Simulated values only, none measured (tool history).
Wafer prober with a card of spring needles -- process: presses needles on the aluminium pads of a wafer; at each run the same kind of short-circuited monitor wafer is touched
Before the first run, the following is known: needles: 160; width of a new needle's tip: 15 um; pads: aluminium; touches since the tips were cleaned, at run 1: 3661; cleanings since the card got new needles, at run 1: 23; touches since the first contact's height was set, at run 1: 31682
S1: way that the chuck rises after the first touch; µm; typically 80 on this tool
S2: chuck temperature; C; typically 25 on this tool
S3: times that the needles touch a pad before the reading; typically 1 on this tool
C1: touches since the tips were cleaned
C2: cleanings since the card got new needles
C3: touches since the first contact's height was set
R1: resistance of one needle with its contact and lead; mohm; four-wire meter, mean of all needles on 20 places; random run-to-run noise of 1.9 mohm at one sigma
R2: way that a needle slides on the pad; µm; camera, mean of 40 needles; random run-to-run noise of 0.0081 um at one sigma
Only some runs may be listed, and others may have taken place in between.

{"run": 1, "hour": 0.0, "S1": 80, "S2": 25, "S3": 1, "C1": 3661, "C2": 23, "C3": 31682, "R1": 213, "R2": 10.291}
{"hour": 10.9, "done": "tips cleaned on abrasive film"}
{"run": 2, "hour": 14.5, "S1": 80, "S2": 25, "S3": 1, "C1": 1830, "C2": 24, "C3": 38940, "R1": 209, "R2": 10.281}
{"run": 3, "hour": 23.7, "S1": 80, "S2": 25, "S3": 3, "C1": 6448, "C2": 24, "C3": 43558, "R1": 204, "R2": 10.285}
{"hour": 28.8, "done": "tips cleaned on abrasive film"}
{"run": 4, "hour": 36.8, "S1": 80, "S2": 27, "S3": 1, "C1": 4044, "C2": 25, "C3": 50144, "R1": 217, "R2": 10.291}
{"run": 5, "hour": 45.1, "S1": 80, "S2": 27, "S3": 1, "C1": 8231, "C2": 25, "C3": 54331, "R1": 228, "R2": 10.286}
{"hour": 46.4, "done": "tips cleaned on abrasive film"}
{"run": 6, "hour": 54.3, "S1": 80, "S2": 27, "S3": 1, "C1": 3945, "C2": 26, "C3": 58874, "R1": 221, "R2": 10.271}
{"hour": 58.1, "done": "height of the first contact set anew"}
{"hour": 65.1, "done": "tips cleaned on abrasive film"}
{"run": 7, "hour": 71.5, "S1": 80, "S2": 27, "S3": 1, "C1": 3219, "C2": 27, "C3": 6722, "R1": 214, "R2": 10.301}
{"hour": 83.3, "done": "tips cleaned on abrasive film"}
{"run": 8, "hour": 85.2, "S1": 80, "S2": 25, "S3": 2, "C1": 934, "C2": 28, "C3": 13564, "R1": 200, "R2": 10.287}
{"run": 9, "hour": 98.3, "S1": 80, "S2": 25, "S3": 2, "C1": 7542, "C2": 28, "C3": 20172, "R1": 213, "R2": 10.308}
{"hour": 101.4, "done": "tips cleaned on abrasive film"}
{"run": 10, "hour": 112.4, "S1": 80, "S2": 29, "S3": 1, "C1": 5532, "C2": 29, "C3": 27211, "R1": 223, "R2": 10.304}
{"hour": 119.3, "done": "tips cleaned on abrasive film"}
{"run": 11, "hour": 122.7, "S1": 77, "S2": 25, "S3": 1, "C1": 1718, "C2": 30, "C3": 32374, "R1": 212, "R2": 9.895}
{"hour": 136.8, "done": "tips cleaned on abrasive film"}
{"run": 12, "hour": 139.4, "S1": 77, "S2": 25, "S3": 1, "C1": 1320, "C2": 31, "C3": 40741, "R1": 206, "R2": 9.895}
{"hour": 154.9, "done": "tips cleaned on abrasive film"}
{"run": 13, "hour": 155.8, "S1": 80, "S2": 25, "S3": 1, "C1": 416, "C2": 32, "C3": 48935, "R1": 202, "R2": 10.29}
{"run": 14, "hour": 168.8, "S1": 69, "S2": 25, "S3": 1, "C1": 7005, "C2": 32, "C3": 55524, "R1": 232, "R2": 8.85}
{"hour": 173.1, "done": "tips cleaned on abrasive film"}
{"hour": 178.7, "done": "height of the first contact set anew"}
{"run": 15, "hour": 181.8, "S1": 88, "S2": 25, "S3": 1, "C1": 4217, "C2": 33, "C3": 1547, "R1": 214, "R2": 11.345}
{"hour": 191.9, "done": "tips cleaned on abrasive film"}
{"run": 16, "hour": 195.0, "S1": 80, "S2": 65, "S3": 1, "C1": 1568, "C2": 34, "C3": 8162, "R1": 213, "R2": 10.303}
{"run": 17, "hour": 208.6, "S1": 80, "S2": 85, "S3": 1, "C1": 8421, "C2": 34, "C3": 15015, "R1": 234, "R2": 10.308}
{"hour": 210.1, "done": "tips cleaned on abrasive film"}
{"run": 18, "hour": 217.4, "S1": 92, "S2": 25, "S3": 2, "C1": 3683, "C2": 35, "C3": 19392, "R1": 206, "R2": 11.869}
{"run": 19, "hour": 226.1, "S1": 80, "S2": 25, "S3": 3, "C1": 8094, "C2": 35, "C3": 23803, "R1": 205, "R2": 10.315}
{"hour": 228.4, "done": "tips cleaned on abrasive film"}
{"run": 20, "hour": 243.0, "S1": 80, "S2": 25, "S3": 3, "C1": 7368, "C2": 36, "C3": 32257, "R1": 204, "R2": 10.296}
{"hour": 246.3, "done": "tips cleaned on abrasive film"}
{"run": 21, "hour": 259.0, "S1": 80, "S2": 25, "S3": 3, "C1": 6425, "C2": 37, "C3": 40269, "R1": 207, "R2": 10.3}
{"hour": 263.9, "done": "tips cleaned on abrasive film"}
{"run": 22, "hour": 274.3, "S1": 80, "S2": 109, "S3": 1, "C1": 5212, "C2": 38, "C3": 47909, "R1": 234, "R2": 10.29}
{"hour": 282.1, "done": "tips cleaned on abrasive film"}
{"run": 23, "hour": 287.6, "S1": 80, "S2": 109, "S3": 1, "C1": 2762, "C2": 39, "C3": 54585, "R1": 231, "R2": 10.265}
{"hour": 299.5, "done": "height of the first contact set anew"}
{"hour": 300.4, "done": "tips cleaned on abrasive film"}
{"run": 24, "hour": 304.5, "S1": 65, "S2": 64, "S3": 1, "C1": 2030, "C2": 40, "C3": 2433, "R1": 220, "R2": 8.376}
{"hour": 317.8, "done": "tips cleaned on abrasive film"}
{"run": 25, "hour": 321.8, "S1": 65, "S2": 64, "S3": 1, "C1": 1994, "C2": 41, "C3": 11111, "R1": 220, "R2": 8.362}
{"run": 26, "hour": 329.9, "S1": 98, "S2": 64, "S3": 2, "C1": 6075, "C2": 41, "C3": 15192, "R1": 215, "R2": 12.607}
{"hour": 335.1, "done": "tips cleaned on abrasive film"}
{"run": 27, "hour": 340.7, "S1": 94, "S2": 26, "S3": 2, "C1": 2811, "C2": 42, "C3": 20573, "R1": 202, "R2": 12.093}
{"hour": 352.9, "done": "tips cleaned on abrasive film"}
{"run": 28, "hour": 352.9, "S1": 94, "S2": 26, "S3": 2, "C1": 0, "C2": 43, "C3": 26684, "R1": 197, "R2": 12.097}
{"hour": 370.2, "done": "tips cleaned on abrasive film"}
{"run": 29, "hour": 370.2, "S1": 94, "S2": 67, "S3": 2, "C1": 0, "C2": 44, "C3": 35358, "R1": 203, "R2": 12.093}
{"run": 30, "hour": 382.0, "S1": 89, "S2": 41, "S3": 1, "C1": 5944, "C2": 44, "C3": 41302, "R1": 222, "R2": 11.447}

Hidden condition of the tool, last listed run before each entry between runs versus first listed run after:
Run 1 -> run 2: tips cleaned on abrasive film (hour 10.9)
  debris on the tips, nm: 75.4 -> 48.4; way that the needles fall short of the set height, um: 0.16 -> 0.23; tips' diameter, um: 15.42 -> 15.45
  difference, measured minus the result without the unlogged condition, R1: +19 -> +12 mohm; R2: -0.021 -> -0.029 µm
Run 3 -> run 4: tips cleaned on abrasive film (hour 28.8)
  debris on the tips, nm: 100.7 -> 81.2; way that the needles fall short of the set height, um: 0.23 -> 0.27; tips' diameter, um: 15.45 -> 15.46
  difference, measured minus the result without the unlogged condition, R1: +10 -> +21 mohm; R2: -0.029 -> -0.035 µm
Run 5 -> run 6: tips cleaned on abrasive film (hour 46.4)
  debris on the tips, nm: 112.2 -> 83.9; way that the needles fall short of the set height, um: 0.27 -> 0.33; tips' diameter, um: 15.46 -> 15.48
  difference, measured minus the result without the unlogged condition, R1: +29 -> +22 mohm; R2: -0.035 -> -0.043 µm
Run 6 -> run 7: height of the first contact set anew (hour 58.1); tips cleaned on abrasive film (hour 65.1)
  debris on the tips, nm: 83.9 -> 72.6; way that the needles fall short of the set height, um: 0.33 -> 0.05; tips' diameter, um: 15.48 -> 15.5
  difference, measured minus the result without the unlogged condition, R1: +22 -> +19 mohm; R2: -0.043 -> -0.006 µm
Run 7 -> run 8: tips cleaned on abrasive film (hour 83.3)
  debris on the tips, nm: 72.6 -> 32.1; way that the needles fall short of the set height, um: 0.05 -> 0.09; tips' diameter, um: 15.5 -> 15.51
  difference, measured minus the result without the unlogged condition, R1: +19 -> +5 mohm; R2: -0.006 -> -0.011 µm
Run 9 -> run 10: tips cleaned on abrasive film (hour 101.4)
  debris on the tips, nm: 107.7 -> 93.8; way that the needles fall short of the set height, um: 0.09 -> 0.15; tips' diameter, um: 15.51 -> 15.54
  difference, measured minus the result without the unlogged condition, R1: +17 -> +25 mohm; R2: -0.011 -> -0.020 µm
Run 10 -> run 11: tips cleaned on abrasive film (hour 119.3)
  debris on the tips, nm: 93.8 -> 45.8; way that the needles fall short of the set height, um: 0.15 -> 0.19; tips' diameter, um: 15.54 -> 15.55
  difference, measured minus the result without the unlogged condition, R1: +25 -> +13 mohm; R2: -0.020 -> -0.024 µm
Run 11 -> run 12: tips cleaned on abrasive film (hour 136.8)
  debris on the tips, nm: 45.8 -> 40.2; way that the needles fall short of the set height, um: 0.19 -> 0.25; tips' diameter, um: 15.55 -> 15.57
  difference, measured minus the result without the unlogged condition, R1: +13 -> +11 mohm; R2: -0.024 -> -0.033 µm
Run 12 -> run 13: tips cleaned on abrasive film (hour 154.9)
  debris on the tips, nm: 40.2 -> 21; way that the needles fall short of the set height, um: 0.25 -> 0.3; tips' diameter, um: 15.57 -> 15.59
  difference, measured minus the result without the unlogged condition, R1: +11 -> +6 mohm; R2: -0.033 -> -0.038 µm
Run 14 -> run 15: tips cleaned on abrasive film (hour 173.1); height of the first contact set anew (hour 178.7)
  debris on the tips, nm: 106.2 -> 82; way that the needles fall short of the set height, um: 0.3 -> 0; tips' diameter, um: 15.59 -> 15.61
  difference, measured minus the result without the unlogged condition, R1: +35 -> +19 mohm; R2: -0.038 -> +0.000 µm
Run 15 -> run 16: tips cleaned on abrasive film (hour 191.9)
  debris on the tips, nm: 82 -> 40.3; way that the needles fall short of the set height, um: 0 -> 0.06; tips' diameter, um: 15.61 -> 15.63
  difference, measured minus the result without the unlogged condition, R1: +19 -> +10 mohm; R2: +0.000 -> -0.007 µm
Run 17 -> run 18: tips cleaned on abrasive film (hour 210.1)
  debris on the tips, nm: 111.2 -> 76.1; way that the needles fall short of the set height, um: 0.06 -> 0.11; tips' diameter, um: 15.63 -> 15.65
  difference, measured minus the result without the unlogged condition, R1: +26 -> +10 mohm; R2: -0.008 -> -0.014 µm
Run 19 -> run 20: tips cleaned on abrasive film (hour 228.4)
  debris on the tips, nm: 110.1 -> 107.7; way that the needles fall short of the set height, um: 0.11 -> 0.15; tips' diameter, um: 15.65 -> 15.66
  difference, measured minus the result without the unlogged condition, R1: +11 -> +10 mohm; R2: -0.014 -> -0.020 µm
Run 20 -> run 21: tips cleaned on abrasive film (hour 246.3)
  debris on the tips, nm: 107.7 -> 101; way that the needles fall short of the set height, um: 0.15 -> 0.22; tips' diameter, um: 15.66 -> 15.69
  difference, measured minus the result without the unlogged condition, R1: +10 -> +9 mohm; R2: -0.020 -> -0.028 µm
Run 21 -> run 22: tips cleaned on abrasive film (hour 263.9)
  debris on the tips, nm: 101 -> 94.4; way that the needles fall short of the set height, um: 0.22 -> 0.28; tips' diameter, um: 15.69 -> 15.71
  difference, measured minus the result without the unlogged condition, R1: +9 -> +22 mohm; R2: -0.028 -> -0.036 µm
Run 22 -> run 23: tips cleaned on abrasive film (hour 282.1)
  debris on the tips, nm: 94.4 -> 60.6; way that the needles fall short of the set height, um: 0.28 -> 0.34; tips' diameter, um: 15.71 -> 15.73
  difference, measured minus the result without the unlogged condition, R1: +22 -> +14 mohm; R2: -0.036 -> -0.044 µm
Run 23 -> run 24: height of the first contact set anew (hour 299.5); tips cleaned on abrasive film (hour 300.4)
  debris on the tips, nm: 60.6 -> 48.7; way that the needles fall short of the set height, um: 0.34 -> 0.04; tips' diameter, um: 15.73 -> 15.74
  difference, measured minus the result without the unlogged condition, R1: +14 -> +16 mohm; R2: -0.044 -> -0.006 µm
Run 24 -> run 25: tips cleaned on abrasive film (hour 317.8)
  debris on the tips, nm: 48.7 -> 52.6; way that the needles fall short of the set height, um: 0.04 -> 0.1; tips' diameter, um: 15.74 -> 15.76
  difference, measured minus the result without the unlogged condition, R1: +16 -> +17 mohm; R2: -0.006 -> -0.013 µm
Run 26 -> run 27: tips cleaned on abrasive film (hour 335.1)
  debris on the tips, nm: 99.4 -> 67.3; way that the needles fall short of the set height, um: 0.1 -> 0.16; tips' diameter, um: 15.76 -> 15.79
  difference, measured minus the result without the unlogged condition, R1: +13 -> +9 mohm; R2: -0.012 -> -0.021 µm
Run 27 -> run 28: tips cleaned on abrasive film (hour 352.9)
  debris on the tips, nm: 67.3 -> 10.1; way that the needles fall short of the set height, um: 0.16 -> 0.22; tips' diameter, um: 15.79 -> 15.81
  difference, measured minus the result without the unlogged condition, R1: +9 -> +2 mohm; R2: -0.021 -> -0.029 µm
Run 28 -> run 29: tips cleaned on abrasive film (hour 370.2)
  debris on the tips, nm: 10.1 -> 11.5; way that the needles fall short of the set height, um: 0.22 -> 0.26; tips' diameter, um: 15.81 -> 15.82
  difference, measured minus the result without the unlogged condition, R1: +2 -> +2 mohm; R2: -0.029 -> -0.033 µm
